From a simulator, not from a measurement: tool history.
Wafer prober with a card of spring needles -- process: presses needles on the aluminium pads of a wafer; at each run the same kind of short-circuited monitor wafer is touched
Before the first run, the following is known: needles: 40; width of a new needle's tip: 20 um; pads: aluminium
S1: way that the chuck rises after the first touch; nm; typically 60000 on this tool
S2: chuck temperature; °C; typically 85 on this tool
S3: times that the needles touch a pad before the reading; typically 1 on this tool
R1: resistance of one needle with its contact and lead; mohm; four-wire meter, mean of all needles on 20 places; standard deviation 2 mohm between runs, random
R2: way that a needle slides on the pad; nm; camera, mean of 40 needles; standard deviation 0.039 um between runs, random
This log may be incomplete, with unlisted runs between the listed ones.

run 1 hour=0 | S1=60000 S2=85 S3=1 | R1=678 R2=12730
-- hour=2.6 tips cleaned on abrasive film
run 2 hour=10.1 | S1=60000 S2=85 S3=1 | R1=677 R2=12740
-- hour=14.4 tips cleaned on abrasive film
run 3 hour=22.9 | S1=60000 S2=85 S3=1 | R1=697 R2=12730
-- hour=25.3 tips cleaned on abrasive film
-- hour=36.2 tips cleaned on abrasive film
run 4 hour=37.8 | S1=60000 S2=85 S3=1 | R1=371 R2=12710
-- hour=47.3 tips cleaned on abrasive film
run 5 hour=48.5 | S1=60000 S2=85 S3=1 | R1=360 R2=12650
-- hour=59.1 tips cleaned on abrasive film
run 6 hour=61.3 | S1=60000 S2=85 S3=1 | R1=439 R2=12650
-- hour=69.7 tips cleaned on abrasive film
run 7 hour=69.7 | S1=52000 S2=97 S3=1 | R1=296 R2=10900
-- hour=80.6 tips cleaned on abrasive film
run 8 hour=85.2 | S1=67000 S2=85 S3=2 | R1=393 R2=14200
-- hour=92.3 tips cleaned on abrasive film
run 9 hour=94.6 | S1=67000 S2=56 S3=2 | R1=332 R2=14210
-- hour=103.2 tips cleaned on abrasive film
run 10 hour=110.8 | S1=50000 S2=86 S3=1 | R1=892 R2=10490

What does the tool deliver on the next run?
-- hour=114.3 tips cleaned on abrasive film
run 11 hour=119.8 | S1=50000 S2=86 S3=1 | R1=? R2=?

{"run 11": {"R1": 791, "R2": 10440}}
The same run, on a tool lacking any hidden state, would have yielded R1 226 mohm, R2 10800 nm.
